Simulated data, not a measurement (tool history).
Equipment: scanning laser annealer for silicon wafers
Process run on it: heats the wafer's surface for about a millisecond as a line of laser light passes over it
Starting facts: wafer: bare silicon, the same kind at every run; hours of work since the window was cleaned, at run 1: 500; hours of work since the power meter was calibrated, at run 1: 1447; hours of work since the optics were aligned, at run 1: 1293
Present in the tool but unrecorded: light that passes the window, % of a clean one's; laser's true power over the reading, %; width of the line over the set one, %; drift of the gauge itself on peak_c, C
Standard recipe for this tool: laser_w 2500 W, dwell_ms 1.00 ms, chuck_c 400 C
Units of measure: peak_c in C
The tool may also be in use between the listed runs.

| run | hour | laser_w | dwell_ms | chuck_c | hours of work since the window was cleaned | hours of work since the power meter was calibrated | hours of work since the optics were aligned | peak_c |
|---|---|---|---|---|---|---|---|---|
| 1 | 0.0 | 2500 | 1.00 | 400 | 500 | 1447 | 1293 | 1213 |
| 2 | 83.0 | 2500 | 1.00 | 410 | 541 | 1489 | 1334 | 1222 |
| 3 | 139.9 | 2500 | 1.00 | 410 | 570 | 1517 | 1363 | 1220 |
| 4 | 205.5 | 2500 | 1.00 | 410 | 602 | 1550 | 1396 | 1224 |
|  | 272.1 | window over the wafer cleaned |
| 5 | 278.4 | 2500 | 1.00 | 400 | 3 | 1585 | 1431 | 1212 |
| 6 | 349.0 | 2500 | 1.00 | 400 | 38 | 1621 | 1466 | 1212 |
| 7 | 398.2 | 2500 | 1.00 | 400 | 63 | 1645 | 1491 | 1212 |
| 8 | 446.4 | 2500 | 1.00 | 400 | 87 | 1669 | 1515 | 1212 |
|  | 457.0 | optics aligned, line set to its width |
| 9 | 501.2 | 2500 | 0.74 | 400 | 112 | 1694 | 22 | 1105 |
| 10 | 547.8 | 2178 | 1.00 | 400 | 135 | 1718 | 45 | 1106 |
| 11 | 609.9 | 2500 | 0.84 | 400 | 166 | 1749 | 76 | 1148 |
| 12 | 677.7 | 2500 | 1.09 | 400 | 200 | 1783 | 110 | 1243 |
| 13 | 723.1 | 2500 | 1.09 | 400 | 223 | 1805 | 133 | 1245 |
| 14 | 782.6 | 2409 | 1.12 | 400 | 253 | 1835 | 163 | 1222 |
| 15 | 823.1 | 2218 | 1.12 | 405 | 273 | 1855 | 183 | 1165 |
| 16 | 893.3 | 2500 | 0.73 | 370 | 308 | 1890 | 218 | 1069 |
| 17 | 948.4 | 2500 | 0.90 | 369 | 335 | 1918 | 246 | 1143 |
| 18 | 1015.0 | 2306 | 0.98 | 364 | 369 | 1951 | 279 | 1105 |
| 19 | 1063.2 | 2331 | 0.80 | 382 | 393 | 1975 | 303 | 1063 |
| 20 | 1131.4 | 2331 | 1.22 | 371 | 427 | 2009 | 337 | 1196 |
| 21 | 1192.4 | 2667 | 1.00 | 398 | 457 | 2040 | 367 | 1264 |
| 22 | 1246.5 | 2611 | 1.00 | 376 | 484 | 2067 | 395 | 1225 |
| 23 | 1302.8 | 2611 | 1.00 | 376 | 513 | 2095 | 423 | 1223 |
| 24 | 1381.6 | 2576 | 0.81 | 376 | 552 | 2134 | 462 | 1134 |

4 options for the next run, each taken on its own from the tool as it stands now. Forecast them:
| A | 1463.6 | 2694 | 0.99 | 428 | 593 | 2175 | 503 | ? |
| B | 1463.6 | 2576 | 1.12 | 395 | 593 | 2175 | 503 | ? |
| C | 1463.6 | 2708 | 1.09 | 422 | 593 | 2175 | 503 | ? |
| D | 1463.6 | 2545 | 1.00 | 418 | 593 | 2175 | 503 | ? |

| run | peak_c |
|---|---|
| A | 1297 |
| B | 1279 |
| C | 1339 |
| D | 1246 |
The same runs, with their run-to-run variation unchanged, on a tool lacking any hidden condition would have given:
| run | peak_c |
|---|---|
| A | 1298 |
| B | 1279 |
| C | 1340 |
| D | 1246 |
